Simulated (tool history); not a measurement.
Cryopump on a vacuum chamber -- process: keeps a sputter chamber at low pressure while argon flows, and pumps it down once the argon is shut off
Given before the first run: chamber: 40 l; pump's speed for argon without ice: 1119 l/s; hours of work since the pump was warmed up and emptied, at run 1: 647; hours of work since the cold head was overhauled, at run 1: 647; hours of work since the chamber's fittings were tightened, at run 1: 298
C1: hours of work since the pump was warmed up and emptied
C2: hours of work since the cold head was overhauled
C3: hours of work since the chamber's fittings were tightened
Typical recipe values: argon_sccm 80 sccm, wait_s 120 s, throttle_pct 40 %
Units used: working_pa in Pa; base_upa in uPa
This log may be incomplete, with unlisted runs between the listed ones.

run 1 hour=0 | argon_sccm=80 wait_s=120 throttle_pct=40 | C1=647 C2=647 C3=298 | working_pa=0.3149 base_upa=1.07
run 2 hour=18.9 | argon_sccm=80 wait_s=120 throttle_pct=40 | C1=662 C2=662 C3=312 | working_pa=0.3133 base_upa=1.02
run 3 hour=40.7 | argon_sccm=103 wait_s=120 throttle_pct=40 | C1=678 C2=678 C3=329 | working_pa=0.4102 base_upa=1.04
run 4 hour=61.3 | argon_sccm=80 wait_s=120 throttle_pct=40 | C1=694 C2=694 C3=345 | working_pa=0.3205 base_upa=1.05
run 5 hour=82 | argon_sccm=36 wait_s=120 throttle_pct=40 | C1=710 C2=710 C3=361 | working_pa=0.1416 base_upa=1.01
run 6 hour=101.7 | argon_sccm=36 wait_s=120 throttle_pct=40 | C1=725 C2=725 C3=376 | working_pa=0.1442 base_upa=1.09
run 7 hour=125.1 | argon_sccm=36 wait_s=120 throttle_pct=40 | C1=743 C2=743 C3=394 | working_pa=0.1437 base_upa=1.1
run 8 hour=142 | argon_sccm=36 wait_s=120 throttle_pct=40 | C1=756 C2=756 C3=407 | working_pa=0.1449 base_upa=1.1
-- hour=160.7 pump warmed up, emptied and cooled again
run 9 hour=168.3 | argon_sccm=36 wait_s=120 throttle_pct=40 | C1=6 C2=773 C3=423 | working_pa=0.1354 base_upa=1.04
run 10 hour=178.4 | argon_sccm=36 wait_s=32 throttle_pct=40 | C1=14 C2=780 C3=431 | working_pa=0.1364 base_upa=2.76
run 11 hour=195.6 | argon_sccm=80 wait_s=120 throttle_pct=40 | C1=27 C2=794 C3=444 | working_pa=0.3027 base_upa=1.02
run 12 hour=214.4 | argon_sccm=80 wait_s=120 throttle_pct=40 | C1=41 C2=808 C3=459 | working_pa=0.304 base_upa=1
run 13 hour=235.6 | argon_sccm=58 wait_s=120 throttle_pct=40 | C1=58 C2=824 C3=475 | working_pa=0.2188 base_upa=1.02
run 14 hour=246.5 | argon_sccm=80 wait_s=48 throttle_pct=40 | C1=66 C2=833 C3=483 | working_pa=0.3034 base_upa=1.93
run 15 hour=259.4 | argon_sccm=80 wait_s=48 throttle_pct=40 | C1=76 C2=843 C3=493 | working_pa=0.3049 base_upa=1.96
run 16 hour=276.2 | argon_sccm=80 wait_s=48 throttle_pct=40 | C1=89 C2=856 C3=506 | working_pa=0.3054 base_upa=1.96
run 17 hour=286.2 | argon_sccm=67 wait_s=120 throttle_pct=40 | C1=97 C2=863 C3=514 | working_pa=0.2558 base_upa=1.08
run 18 hour=310.3 | argon_sccm=57 wait_s=122 throttle_pct=40 | C1=115 C2=882 C3=532 | working_pa=0.218 base_upa=1.04
run 19 hour=322 | argon_sccm=80 wait_s=175 throttle_pct=28 | C1=124 C2=891 C3=541 | working_pa=0.4369 base_upa=0.89
run 20 hour=332.7 | argon_sccm=80 wait_s=175 throttle_pct=28 | C1=132 C2=899 C3=550 | working_pa=0.4364 base_upa=0.88
run 21 hour=345.8 | argon_sccm=80 wait_s=175 throttle_pct=28 | C1=142 C2=909 C3=560 | working_pa=0.4374 base_upa=0.91
run 22 hour=360.3 | argon_sccm=132 wait_s=25 throttle_pct=35 | C1=153 C2=920 C3=571 | working_pa=0.5807 base_upa=3.27
run 23 hour=379.1 | argon_sccm=101 wait_s=169 throttle_pct=35 | C1=168 C2=935 C3=585 | working_pa=0.4411 base_upa=0.92
run 24 hour=391.7 | argon_sccm=117 wait_s=69 throttle_pct=20 | C1=178 C2=944 C3=595 | working_pa=0.8899 base_upa=1.5
run 25 hour=413.9 | argon_sccm=117 wait_s=69 throttle_pct=20 | C1=195 C2=962 C3=612 | working_pa=0.8929 base_upa=1.56
run 26 hour=430.2 | argon_sccm=117 wait_s=69 throttle_pct=20 | C1=207 C2=974 C3=624 | working_pa=0.8961 base_upa=1.54
run 27 hour=444.7 | argon_sccm=51 wait_s=33 throttle_pct=26 | C1=218 C2=985 C3=636 | working_pa=0.3014 base_upa=2.66
run 28 hour=459.5 | argon_sccm=75 wait_s=120 throttle_pct=40 | C1=230 C2=997 C3=647 | working_pa=0.2884 base_upa=1.11
run 29 hour=475.8 | argon_sccm=75 wait_s=120 throttle_pct=40 | C1=242 C2=1009 C3=660 | working_pa=0.2894 base_upa=1.14
run 30 hour=491.4 | argon_sccm=75 wait_s=120 throttle_pct=40 | C1=254 C2=1021 C3=672 | working_pa=0.2896 base_upa=1.14
run 31 hour=509.1 | argon_sccm=75 wait_s=120 throttle_pct=40 | C1=268 C2=1035 C3=685 | working_pa=0.2893 base_upa=1.16
run 32 hour=521.2 | argon_sccm=35 wait_s=120 throttle_pct=35 | C1=277 C2=1044 C3=694 | working_pa=0.1551 base_upa=1.14
run 33 hour=536.2 | argon_sccm=35 wait_s=120 throttle_pct=35 | C1=289 C2=1056 C3=706 | working_pa=0.1535 base_upa=1.13
run 34 hour=552.2 | argon_sccm=35 wait_s=25 throttle_pct=16 | C1=301 C2=1068 C3=718 | working_pa=0.3346 base_upa=3.56

Each row is a separate what-if for the run after 34, all from the same tool condition, not one after another. Results?
run A hour=563.6 | argon_sccm=149 wait_s=120 throttle_pct=16 | C1=310 C2=1077 C3=727 | working_pa=? base_upa=?
run B hour=563.6 | argon_sccm=41 wait_s=41 throttle_pct=40 | C1=310 C2=1077 C3=727 | working_pa=? base_upa=?
run C hour=563.6 | argon_sccm=35 wait_s=25 throttle_pct=26 | C1=310 C2=1077 C3=727 | working_pa=? base_upa=?
run D hour=563.6 | argon_sccm=117 wait_s=231 throttle_pct=43 | C1=310 C2=1077 C3=727 | working_pa=? base_upa=?

run=A working_pa=1.4246 base_upa=1.14
run=B working_pa=0.158 base_upa=2.37
run=C working_pa=0.2051 base_upa=3.35
run=D working_pa=0.4183 base_upa=0.81
Take away the tool's hidden state, keep each run's random variation, and the runs would have read:
run=A working_pa=1.4111 base_upa=0.87
run=B working_pa=0.1543 base_upa=2.1
run=C working_pa=0.202 base_upa=3.09
run=D working_pa=0.4078 base_upa=0.55

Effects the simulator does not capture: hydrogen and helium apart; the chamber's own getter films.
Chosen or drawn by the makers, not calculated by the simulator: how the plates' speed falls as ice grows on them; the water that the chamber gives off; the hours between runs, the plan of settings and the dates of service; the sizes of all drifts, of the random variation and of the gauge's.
